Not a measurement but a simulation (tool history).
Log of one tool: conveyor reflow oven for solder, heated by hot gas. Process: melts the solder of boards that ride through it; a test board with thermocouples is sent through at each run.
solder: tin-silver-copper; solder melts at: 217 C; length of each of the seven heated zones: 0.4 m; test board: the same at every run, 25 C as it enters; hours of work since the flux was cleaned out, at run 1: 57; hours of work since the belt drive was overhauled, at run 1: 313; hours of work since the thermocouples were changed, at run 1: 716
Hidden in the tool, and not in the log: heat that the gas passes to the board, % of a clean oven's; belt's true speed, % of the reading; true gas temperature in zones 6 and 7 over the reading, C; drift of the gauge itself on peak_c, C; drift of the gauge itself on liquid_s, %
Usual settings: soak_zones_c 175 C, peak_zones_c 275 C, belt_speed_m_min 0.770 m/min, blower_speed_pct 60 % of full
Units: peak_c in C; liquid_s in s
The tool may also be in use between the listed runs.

run	hour	soak_zones_c	peak_zones_c	belt_speed_m_min	blower_speed_pct	hours of work since the flux was cleaned out	hours of work since the belt drive was overhauled	hours of work since the thermocouples were changed	peak_c	liquid_s
1	0.0	175	275	0.770	60	57	313	716	251.5	45.9
2	30.7	175	275	0.770	60	71	327	729	251.8	45.9
3	43.9	175	275	0.770	60	76	333	735	252.2	45.9
4	60.0	175	275	0.770	69	84	340	742	253.3	47.6
5	75.5	175	275	0.770	69	90	347	749	253.5	47.4
6	91.4	175	275	0.770	69	97	354	756	253.6	47.0
7	121.5	175	275	0.770	69	111	367	769	253.1	47.3
8	146.6	175	275	0.770	69	122	378	780	252.8	47.2
# hour 153.0: belt drive overhauled, speed set with a stopwatch
9	182.6	179	275	0.770	60	136	13	794	252.1	47.4
10	208.0	179	275	0.770	60	147	24	805	251.5	47.8
11	229.1	179	275	0.770	60	156	33	815	251.3	47.3
12	259.3	175	275	0.770	77	169	47	828	253.9	48.0
# hour 287.9: flux residue cleaned out of gas plates and filters
13	296.4	175	275	0.770	77	4	61	842	256.0	49.7
14	317.1	175	275	0.770	77	13	70	851	255.7	49.2
# hour 344.3: belt drive overhauled, speed set with a stopwatch, once more
15	344.3	175	289	0.770	60	23	0	861	262.9	51.6
16	364.0	175	289	0.770	60	32	9	870	263.7	51.9
17	379.0	175	272	0.687	82	38	15	877	256.7	56.0
18	407.6	175	282	0.785	65	51	28	889	257.6	48.6
19	437.8	175	275	0.861	65	64	41	902	247.8	38.2
20	462.1	175	275	0.861	65	75	52	913	247.4	38.2
21	482.7	175	275	0.861	65	84	61	922	247.2	37.7
22	508.6	174	272	0.770	78	95	72	933	251.4	45.7
23	537.5	161	266	0.821	79	108	85	946	241.5	32.7
24	561.8	164	280	0.770	60	119	96	957	251.9	42.5
25	577.8	160	280	0.770	57	126	103	964	250.7	40.1

3 ways to go on from here, each from the tool as it stands after run 25. What would each give?
A	593.9	160	280	0.770	74	133	110	971	?	?
B	593.9	170	264	0.770	57	133	110	971	?	?
C	593.9	160	280	0.849	57	133	110	971	?	?

run	peak_c	liquid_s
A	254.6	43.9
B	239.8	34.8
C	245.9	32.6
Without the tool's hidden state the same runs would have given:
run	peak_c	liquid_s
A	258.8	46.2
B	243.4	38.1
C	249.9	35.4
